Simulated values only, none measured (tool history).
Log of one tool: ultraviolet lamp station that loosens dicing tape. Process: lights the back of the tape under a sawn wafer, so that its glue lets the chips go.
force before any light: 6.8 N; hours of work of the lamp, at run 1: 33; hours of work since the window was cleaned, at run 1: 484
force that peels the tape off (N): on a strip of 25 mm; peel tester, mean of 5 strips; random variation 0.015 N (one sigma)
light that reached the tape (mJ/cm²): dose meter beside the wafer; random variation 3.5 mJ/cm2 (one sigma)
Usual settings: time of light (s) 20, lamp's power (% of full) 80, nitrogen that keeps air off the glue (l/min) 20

| run | hour | time of light (s) | lamp's power (% of full) | nitrogen that keeps air off the glue (l/min) | hours of work of the lamp | hours of work since the window was cleaned | force that peels the tape off (N) | light that reached the tape (mJ/cm²) |
|---|---|---|---|---|---|---|---|---|
| 1 | 0 | 20 | 80 | 20 | 33 | 484 | 0.947 | 498 |
| 2 | 5.1 | 20 | 80 | 20 | 37 | 487 | 0.929 | 503 |
| 3 | 12.8 | 20 | 69 | 20 | 42 | 492 | 1.14 | 429 |
| 4 | 17.9 | 20 | 80 | 20 | 45 | 496 | 0.918 | 498 |
| 5 | 28.8 | 20 | 80 | 20 | 53 | 503 | 0.941 | 494 |
| 6 | 39.9 | 20 | 80 | 19 | 60 | 511 | 0.932 | 491 |
| 7 | 46.9 | 20 | 80 | 20 | 65 | 516 | 0.932 | 494 |
| 8 | 53.6 | 20 | 80 | 20 | 70 | 520 | 0.923 | 493 |
| 9 | 61.5 | 20 | 80 | 20 | 75 | 526 | 0.943 | 498 |
| 10 | 70.5 | 20 | 80 | 20 | 81 | 532 | 0.936 | 494 |
| 11 | 81.5 | 34 | 80 | 20 | 89 | 540 | 0.337 | 836 |
| 12 | 91.9 | 34 | 80 | 20 | 96 | 547 | 0.346 | 840 |
| 13 | 97.7 | 34 | 80 | 20 | 100 | 551 | 0.344 | 832 |
| 14 | 106.3 | 19 | 80 | 20 | 106 | 557 | 1.045 | 460 |
| 15 | 114.5 | 19 | 80 | 20 | 112 | 562 | 1.003 | 464 |
| 16 | 121.7 | 11 | 80 | 20 | 117 | 567 | 2.199 | 269 |
| 17 | 127.9 | 20 | 67 | 20 | 121 | 571 | 1.267 | 406 |
| 18 | 133.6 | 20 | 67 | 20 | 125 | 575 | 1.313 | 404 |
| 19 | 138.1 | 39 | 80 | 20 | 128 | 578 | 0.283 | 938 |
| 20 | 144.7 | 20 | 71 | 20 | 132 | 583 | 1.195 | 426 |
| 21 | 152.8 | 20 | 63 | 20 | 138 | 588 | 1.482 | 380 |
| 22 | 160.5 | 20 | 62 | 20 | 143 | 594 | 1.479 | 375 |
| 23 | 166.8 | 24 | 84 | 17 | 148 | 598 | 0.719 | 607 |
| 24 | 175.5 | 21 | 84 | 17 | 153 | 604 | 0.942 | 527 |
| 25 | 180.9 | 21 | 84 | 17 | 157 | 608 | 0.941 | 528 |
| 26 | 188.9 | 26 | 61 | 8 | 163 | 613 | 1.819 | 475 |
| 27 | 193.4 | 15 | 99 | 9 | 166 | 616 | 1.814 | 446 |
| 28 | 199.3 | 12 | 63 | 7 | 170 | 620 | 3.759 | 222 |
| 29 | 204 | 10 | 62 | 11 | 173 | 624 | 3.691 | 186 |
| 30 | 212.4 | 11 | 80 | 20 | 179 | 629 | 2.26 | 267 |
| 31 | 221.1 | 11 | 83 | 8 | 185 | 635 | 3.125 | 271 |
| 32 | 227 | 11 | 83 | 8 | 189 | 639 | 3.004 | 267 |
| 33 | 235 | 11 | 83 | 8 | 194 | 645 | 3.095 | 272 |
| 34 | 240.2 | 12 | 76 | 8 | 198 | 648 | 3.28 | 264 |
| 35 | 250.7 | 25 | 91 | 11 | 205 | 656 | 0.884 | 663 |
| 36 | 260.4 | 23 | 84 | 16 | 212 | 662 | 0.876 | 567 |

Run 37 comes next. What will it give?
| 37 | 266.7 | 23 | 81 | 16 | 216 | 667 | ? | ? |

Run 37 gave force that peels the tape off (N) 0.939, light that reached the tape (mJ/cm²) 550.
Without the tool's hidden state the same run would have given force that peels the tape off (N) 0.662, light that reached the tape (mJ/cm²) 666.
